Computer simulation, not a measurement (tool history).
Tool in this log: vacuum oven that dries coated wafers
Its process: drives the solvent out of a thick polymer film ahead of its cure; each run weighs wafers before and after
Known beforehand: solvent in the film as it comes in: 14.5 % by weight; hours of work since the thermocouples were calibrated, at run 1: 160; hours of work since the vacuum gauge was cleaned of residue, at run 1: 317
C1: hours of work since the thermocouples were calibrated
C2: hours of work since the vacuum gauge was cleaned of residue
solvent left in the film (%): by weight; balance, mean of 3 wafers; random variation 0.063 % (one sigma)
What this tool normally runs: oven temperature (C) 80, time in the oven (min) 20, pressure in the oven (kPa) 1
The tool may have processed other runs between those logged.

{"run": 1, "day": 0.0, "oven temperature (C)": 80, "time in the oven (min)": 20, "pressure in the oven (kPa)": 1, "C1": 160, "C2": 317, "solvent left in the film (%)": 3.98}
{"run": 2, "day": 0.425, "oven temperature (C)": 80, "time in the oven (min)": 20, "pressure in the oven (kPa)": 1, "C1": 166, "C2": 323, "solvent left in the film (%)": 3.96}
{"run": 3, "day": 1.092, "oven temperature (C)": 80, "time in the oven (min)": 20, "pressure in the oven (kPa)": 1, "C1": 176, "C2": 332, "solvent left in the film (%)": 3.96}
{"run": 4, "day": 2.0, "oven temperature (C)": 70, "time in the oven (min)": 20, "pressure in the oven (kPa)": 1, "C1": 189, "C2": 345, "solvent left in the film (%)": 7.48}
{"run": 5, "day": 2.775, "oven temperature (C)": 70, "time in the oven (min)": 20, "pressure in the oven (kPa)": 1, "C1": 200, "C2": 356, "solvent left in the film (%)": 7.47}
{"run": 6, "day": 3.346, "oven temperature (C)": 70, "time in the oven (min)": 20, "pressure in the oven (kPa)": 1, "C1": 208, "C2": 364, "solvent left in the film (%)": 7.55}
{"run": 7, "day": 4.238, "oven temperature (C)": 70, "time in the oven (min)": 20, "pressure in the oven (kPa)": 1, "C1": 221, "C2": 377, "solvent left in the film (%)": 7.5}
{"run": 8, "day": 4.688, "oven temperature (C)": 70, "time in the oven (min)": 30, "pressure in the oven (kPa)": 1, "C1": 227, "C2": 384, "solvent left in the film (%)": 6.16}
{"run": 9, "day": 5.383, "oven temperature (C)": 80, "time in the oven (min)": 12, "pressure in the oven (kPa)": 1, "C1": 237, "C2": 394, "solvent left in the film (%)": 5.92}
{"run": 10, "day": 5.879, "oven temperature (C)": 80, "time in the oven (min)": 12, "pressure in the oven (kPa)": 1, "C1": 244, "C2": 401, "solvent left in the film (%)": 5.99}
{"run": 11, "day": 6.633, "oven temperature (C)": 80, "time in the oven (min)": 12, "pressure in the oven (kPa)": 1, "C1": 255, "C2": 411, "solvent left in the film (%)": 5.98}
{"run": 12, "day": 7.338, "oven temperature (C)": 80, "time in the oven (min)": 12, "pressure in the oven (kPa)": 1, "C1": 265, "C2": 422, "solvent left in the film (%)": 5.93}
{"run": 13, "day": 8.042, "oven temperature (C)": 80, "time in the oven (min)": 12, "pressure in the oven (kPa)": 1, "C1": 275, "C2": 432, "solvent left in the film (%)": 6.01}
{"run": 14, "day": 8.758, "oven temperature (C)": 80, "time in the oven (min)": 20, "pressure in the oven (kPa)": 1, "C1": 285, "C2": 442, "solvent left in the film (%)": 4.03}
{"run": 15, "day": 9.475, "oven temperature (C)": 80, "time in the oven (min)": 20, "pressure in the oven (kPa)": 1, "C1": 296, "C2": 452, "solvent left in the film (%)": 4.17}
{"run": 16, "day": 10.271, "oven temperature (C)": 80, "time in the oven (min)": 26, "pressure in the oven (kPa)": 1, "C1": 307, "C2": 464, "solvent left in the film (%)": 3.37}
{"day": 10.417, "done": "oven's thermocouples calibrated"}
{"run": 17, "day": 11.012, "oven temperature (C)": 80, "time in the oven (min)": 20, "pressure in the oven (kPa)": 1, "C1": 9, "C2": 473, "solvent left in the film (%)": 4.03}
{"run": 18, "day": 11.454, "oven temperature (C)": 80, "time in the oven (min)": 20, "pressure in the oven (kPa)": 1, "C1": 15, "C2": 479, "solvent left in the film (%)": 4.15}
{"run": 19, "day": 12.129, "oven temperature (C)": 80, "time in the oven (min)": 20, "pressure in the oven (kPa)": 1, "C1": 25, "C2": 489, "solvent left in the film (%)": 4.23}
{"run": 20, "day": 12.675, "oven temperature (C)": 80, "time in the oven (min)": 20, "pressure in the oven (kPa)": 1, "C1": 32, "C2": 497, "solvent left in the film (%)": 4.11}
{"run": 21, "day": 13.412, "oven temperature (C)": 80, "time in the oven (min)": 20, "pressure in the oven (kPa)": 1, "C1": 43, "C2": 507, "solvent left in the film (%)": 4.18}
{"run": 22, "day": 14.071, "oven temperature (C)": 80, "time in the oven (min)": 20, "pressure in the oven (kPa)": 1, "C1": 52, "C2": 517, "solvent left in the film (%)": 4.27}
{"run": 23, "day": 14.671, "oven temperature (C)": 80, "time in the oven (min)": 20, "pressure in the oven (kPa)": 1, "C1": 61, "C2": 525, "solvent left in the film (%)": 4.2}
{"run": 24, "day": 15.254, "oven temperature (C)": 82, "time in the oven (min)": 36, "pressure in the oven (kPa)": 1.11, "C1": 69, "C2": 534, "solvent left in the film (%)": 2.44}
{"day": 15.579, "done": "oven's thermocouples calibrated, once more"}
{"run": 25, "day": 16.092, "oven temperature (C)": 78, "time in the oven (min)": 23, "pressure in the oven (kPa)": 0.5, "C1": 7, "C2": 544, "solvent left in the film (%)": 3.64}
{"run": 26, "day": 16.879, "oven temperature (C)": 78, "time in the oven (min)": 23, "pressure in the oven (kPa)": 0.5, "C1": 19, "C2": 556, "solvent left in the film (%)": 3.65}
{"run": 27, "day": 17.246, "oven temperature (C)": 86, "time in the oven (min)": 20, "pressure in the oven (kPa)": 2.07, "C1": 24, "C2": 561, "solvent left in the film (%)": 3.89}
{"run": 28, "day": 17.75, "oven temperature (C)": 67, "time in the oven (min)": 20, "pressure in the oven (kPa)": 1.52, "C1": 31, "C2": 568, "solvent left in the film (%)": 9.62}
{"run": 29, "day": 18.396, "oven temperature (C)": 67, "time in the oven (min)": 20, "pressure in the oven (kPa)": 1.52, "C1": 40, "C2": 577, "solvent left in the film (%)": 9.29}
{"run": 30, "day": 18.946, "oven temperature (C)": 67, "time in the oven (min)": 20, "pressure in the oven (kPa)": 1.52, "C1": 48, "C2": 585, "solvent left in the film (%)": 9.32}
{"run": 31, "day": 19.779, "oven temperature (C)": 80, "time in the oven (min)": 16, "pressure in the oven (kPa)": 1.79, "C1": 60, "C2": 597, "solvent left in the film (%)": 5.94}
{"run": 32, "day": 20.429, "oven temperature (C)": 81, "time in the oven (min)": 16, "pressure in the oven (kPa)": 2.62, "C1": 69, "C2": 607, "solvent left in the film (%)": 6.67}
{"run": 33, "day": 20.954, "oven temperature (C)": 80, "time in the oven (min)": 17, "pressure in the oven (kPa)": 1, "C1": 77, "C2": 614, "solvent left in the film (%)": 4.88}
{"run": 34, "day": 21.633, "oven temperature (C)": 80, "time in the oven (min)": 17, "pressure in the oven (kPa)": 1, "C1": 87, "C2": 624, "solvent left in the film (%)": 4.76}
{"run": 35, "day": 22.133, "oven temperature (C)": 80, "time in the oven (min)": 17, "pressure in the oven (kPa)": 1, "C1": 94, "C2": 631, "solvent left in the film (%)": 4.83}
{"run": 36, "day": 22.642, "oven temperature (C)": 80, "time in the oven (min)": 21, "pressure in the oven (kPa)": 2.52, "C1": 101, "C2": 638, "solvent left in the film (%)": 6.25}
{"run": 37, "day": 23.525, "oven temperature (C)": 66, "time in the oven (min)": 22, "pressure in the oven (kPa)": 2.52, "C1": 114, "C2": 651, "solvent left in the film (%)": 11.05}
{"run": 38, "day": 24.192, "oven temperature (C)": 69, "time in the oven (min)": 11, "pressure in the oven (kPa)": 1.19, "C1": 123, "C2": 660, "solvent left in the film (%)": 9.95}
{"run": 39, "day": 25.046, "oven temperature (C)": 78, "time in the oven (min)": 15, "pressure in the oven (kPa)": 1.06, "C1": 135, "C2": 673, "solvent left in the film (%)": 6.03}
{"run": 40, "day": 25.733, "oven temperature (C)": 69, "time in the oven (min)": 34, "pressure in the oven (kPa)": 1.74, "C1": 145, "C2": 682, "solvent left in the film (%)": 7.76}
{"run": 41, "day": 26.121, "oven temperature (C)": 69, "time in the oven (min)": 34, "pressure in the oven (kPa)": 1.74, "C1": 151, "C2": 688, "solvent left in the film (%)": 7.94}
{"run": 42, "day": 27.012, "oven temperature (C)": 69, "time in the oven (min)": 34, "pressure in the oven (kPa)": 1.74, "C1": 164, "C2": 701, "solvent left in the film (%)": 7.78}
{"run": 43, "day": 27.779, "oven temperature (C)": 68, "time in the oven (min)": 33, "pressure in the oven (kPa)": 1.53, "C1": 175, "C2": 712, "solvent left in the film (%)": 8.08}
{"run": 44, "day": 28.15, "oven temperature (C)": 81, "time in the oven (min)": 18, "pressure in the oven (kPa)": 2.07, "C1": 180, "C2": 717, "solvent left in the film (%)": 5.72}
{"run": 45, "day": 28.725, "oven temperature (C)": 86, "time in the oven (min)": 35, "pressure in the oven (kPa)": 1.66, "C1": 188, "C2": 725, "solvent left in the film (%)": 2.6}

Table of differences, measured result less the result of that run with no hidden state. Run-to-run variation is the same in both. Gauge scatter possibly is not:
The tool's hidden condition here consists of: true wafer temperature over the reading, C; true pressure over the reading, kPa; drift of the gauge itself on solvent_pct, %.
run=1 solvent_left_in_the_film_(%)=+0.17
run=2 solvent_left_in_the_film_(%)=+0.17
run=3 solvent_left_in_the_film_(%)=+0.18
run=4 solvent_left_in_the_film_(%)=+0.22
run=5 solvent_left_in_the_film_(%)=+0.22
run=6 solvent_left_in_the_film_(%)=+0.24
run=7 solvent_left_in_the_film_(%)=+0.25
run=8 solvent_left_in_the_film_(%)=+0.3
run=9 solvent_left_in_the_film_(%)=+0.21
run=10 solvent_left_in_the_film_(%)=+0.22
run=11 solvent_left_in_the_film_(%)=+0.23
run=12 solvent_left_in_the_film_(%)=+0.24
run=13 solvent_left_in_the_film_(%)=+0.24
run=14 solvent_left_in_the_film_(%)=+0.29
run=15 solvent_left_in_the_film_(%)=+0.3
run=16 solvent_left_in_the_film_(%)=+0.32
run=17 solvent_left_in_the_film_(%)=+0.34
run=18 solvent_left_in_the_film_(%)=+0.35
run=19 solvent_left_in_the_film_(%)=+0.37
run=20 solvent_left_in_the_film_(%)=+0.37
run=21 solvent_left_in_the_film_(%)=+0.38
run=22 solvent_left_in_the_film_(%)=+0.39
run=23 solvent_left_in_the_film_(%)=+0.4
run=24 solvent_left_in_the_film_(%)=+0.36
run=25 solvent_left_in_the_film_(%)=+0.4
run=26 solvent_left_in_the_film_(%)=+0.4
run=27 solvent_left_in_the_film_(%)=+0.33
run=28 solvent_left_in_the_film_(%)=+0.44
run=29 solvent_left_in_the_film_(%)=+0.44
run=30 solvent_left_in_the_film_(%)=+0.44
run=31 solvent_left_in_the_film_(%)=+0.41
run=32 solvent_left_in_the_film_(%)=+0.42
run=33 solvent_left_in_the_film_(%)=+0.43
run=34 solvent_left_in_the_film_(%)=+0.44
run=35 solvent_left_in_the_film_(%)=+0.44
run=36 solvent_left_in_the_film_(%)=+0.49
run=37 solvent_left_in_the_film_(%)=+0.53
run=38 solvent_left_in_the_film_(%)=+0.39
run=39 solvent_left_in_the_film_(%)=+0.48
run=40 solvent_left_in_the_film_(%)=+0.67
run=41 solvent_left_in_the_film_(%)=+0.69
run=42 solvent_left_in_the_film_(%)=+0.7
run=43 solvent_left_in_the_film_(%)=+0.72
run=44 solvent_left_in_the_film_(%)=+0.53
run=45 solvent_left_in_the_film_(%)=+0.42

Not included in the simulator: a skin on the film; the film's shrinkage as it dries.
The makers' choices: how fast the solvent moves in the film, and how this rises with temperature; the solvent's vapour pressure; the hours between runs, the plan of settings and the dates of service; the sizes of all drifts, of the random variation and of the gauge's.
